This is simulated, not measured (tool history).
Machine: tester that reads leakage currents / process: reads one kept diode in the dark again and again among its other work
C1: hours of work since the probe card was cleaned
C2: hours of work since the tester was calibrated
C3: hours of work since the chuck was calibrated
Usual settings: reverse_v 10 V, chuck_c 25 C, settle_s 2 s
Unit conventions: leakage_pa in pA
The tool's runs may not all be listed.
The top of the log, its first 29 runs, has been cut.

Run 30, hour 852.9: usual settings but reverse_v 3.3 V, settle_s 3.02 s; C1 610; C2 697; C3 152. Result: leakage_pa 136.86 pA.
Run 31, hour 895.1: usual settings but settle_s 2.13 s; C1 633; C2 719; C3 175. Result: leakage_pa 243.21 pA.
Run 32, hour 924.4: usual settings but reverse_v 6.9 V, chuck_c 43 C, settle_s 1.81 s; C1 648; C2 735; C3 190. Result: leakage_pa 792.28 pA.
Run 33, hour 961.5: usual settings but reverse_v 6.9 V, chuck_c 43 C, settle_s 1.81 s; C1 668; C2 755; C3 210. Result: leakage_pa 790.08 pA.
Run 34, hour 985.8: usual settings but reverse_v 6.9 V, chuck_c 37 C, settle_s 0.51 s; C1 681; C2 768; C3 223. Result: leakage_pa 509.51 pA.
Run 35, hour 1011.3: usual settings but reverse_v 6.9 V, chuck_c 50 C, settle_s 7.7 s; C1 695; C2 781; C3 237. Result: leakage_pa 1308.33 pA.
Run 36, hour 1028.8: usual settings but reverse_v 1.2 V, chuck_c 24 C, settle_s 3.29 s; C1 704; C2 791; C3 246. Result: leakage_pa 72.89 pA.
Run 37, hour 1051.4: usual settings but reverse_v 2 V, chuck_c 32 C, settle_s 8.23 s; C1 716; C2 803; C3 258. Result: leakage_pa 180.46 pA.
Run 38, hour 1090: usual settings but reverse_v 2 V, chuck_c 44 C, settle_s 0.59 s; C1 737; C2 823; C3 279. Result: leakage_pa 447.71 pA.
Run 39, hour 1118.8: usual settings but reverse_v 2 V, chuck_c 44 C, settle_s 0.59 s; C1 752; C2 839; C3 294. Result: leakage_pa 449.68 pA.
Run 40, hour 1160.5: usual settings but chuck_c 39 C; C1 774; C2 861; C3 316. Result: leakage_pa 699.4 pA.
Run 41, hour 1180.3: usual settings but chuck_c 39 C; C1 785; C2 871; C3 327. Result: leakage_pa 700.69 pA.

3 options for the next run, each taken on its own from the tool as it stands now. Forecast them:
Run A, hour 1207.3: usual settings but chuck_c 39 C, settle_s 1.08 s; C1 799; C2 886; C3 341. Result: leakage_pa ?.
Run B, hour 1207.3: usual settings but chuck_c 39 C, settle_s 4.63 s; C1 799; C2 886; C3 341. Result: leakage_pa ?.
Run C, hour 1207.3: usual settings but settle_s 3.17 s; C1 799; C2 886; C3 341. Result: leakage_pa ?.

run  leakage_pa
  A      697.27
  B       698.2
  C      240.06
The same runs, with their run-to-run variation unchanged, on a tool lacking any hidden condition would have given:
run  leakage_pa
  A      719.45
  B      720.47
  C       238.1
